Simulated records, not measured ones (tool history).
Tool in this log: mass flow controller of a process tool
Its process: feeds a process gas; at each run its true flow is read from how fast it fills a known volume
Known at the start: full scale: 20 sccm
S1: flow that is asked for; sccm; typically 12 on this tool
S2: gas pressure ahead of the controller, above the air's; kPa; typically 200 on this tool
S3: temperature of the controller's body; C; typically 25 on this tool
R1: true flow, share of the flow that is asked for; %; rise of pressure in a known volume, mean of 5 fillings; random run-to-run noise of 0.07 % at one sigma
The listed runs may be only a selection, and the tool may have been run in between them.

{"run": 1, "hour": 0.0, "S1": 12, "S2": 200, "S3": 25, "R1": 98.79}
{"run": 2, "hour": 199.5, "S1": 12, "S2": 200, "S3": 25, "R1": 98.76}
{"run": 3, "hour": 465.1, "S1": 12, "S2": 200, "S3": 25, "R1": 98.76}
{"run": 4, "hour": 620.0, "S1": 12, "S2": 200, "S3": 25, "R1": 98.84}
{"run": 5, "hour": 848.6, "S1": 12, "S2": 200, "S3": 25, "R1": 98.84}
{"run": 6, "hour": 967.4, "S1": 12, "S2": 211, "S3": 25, "R1": 98.72}
{"run": 7, "hour": 1203.8, "S1": 12, "S2": 211, "S3": 25, "R1": 98.85}
{"run": 8, "hour": 1467.8, "S1": 12, "S2": 211, "S3": 25, "R1": 98.78}
{"run": 9, "hour": 1634.7, "S1": 12, "S2": 211, "S3": 25, "R1": 98.74}
{"run": 10, "hour": 1777.8, "S1": 10, "S2": 200, "S3": 25, "R1": 98.77}
{"run": 11, "hour": 1987.9, "S1": 10, "S2": 155, "S3": 25, "R1": 98.42}
{"run": 12, "hour": 2192.4, "S1": 10, "S2": 155, "S3": 25, "R1": 98.43}
{"run": 13, "hour": 2405.5, "S1": 10, "S2": 155, "S3": 25, "R1": 98.43}
{"run": 14, "hour": 2680.2, "S1": 10, "S2": 155, "S3": 25, "R1": 98.37}
{"run": 15, "hour": 2807.7, "S1": 10, "S2": 155, "S3": 25, "R1": 98.31}
{"run": 16, "hour": 2963.7, "S1": 10, "S2": 155, "S3": 25, "R1": 98.5}
{"run": 17, "hour": 3180.8, "S1": 10, "S2": 155, "S3": 25, "R1": 98.4}
{"hour": 3198.4, "done": "controller's zero set anew"}
{"run": 18, "hour": 3348.6, "S1": 10, "S2": 155, "S3": 25, "R1": 99.62}
{"run": 19, "hour": 3621.2, "S1": 12, "S2": 200, "S3": 20, "R1": 100.03}
{"run": 20, "hour": 3828.1, "S1": 12, "S2": 190, "S3": 25, "R1": 99.61}
{"run": 21, "hour": 3975.0, "S1": 13, "S2": 200, "S3": 35, "R1": 98.59}

The next listed run, before its measurement:
{"hour": 4074.6, "done": "controller's zero set anew, once more"}
{"run": 22, "hour": 4224.7, "S1": 12, "S2": 260, "S3": 25, "R1": "?"}

R1: 97.65 %
Were there no unlogged condition in the tool, this run, its random variation unchanged, would have produced R1 99.25 %.
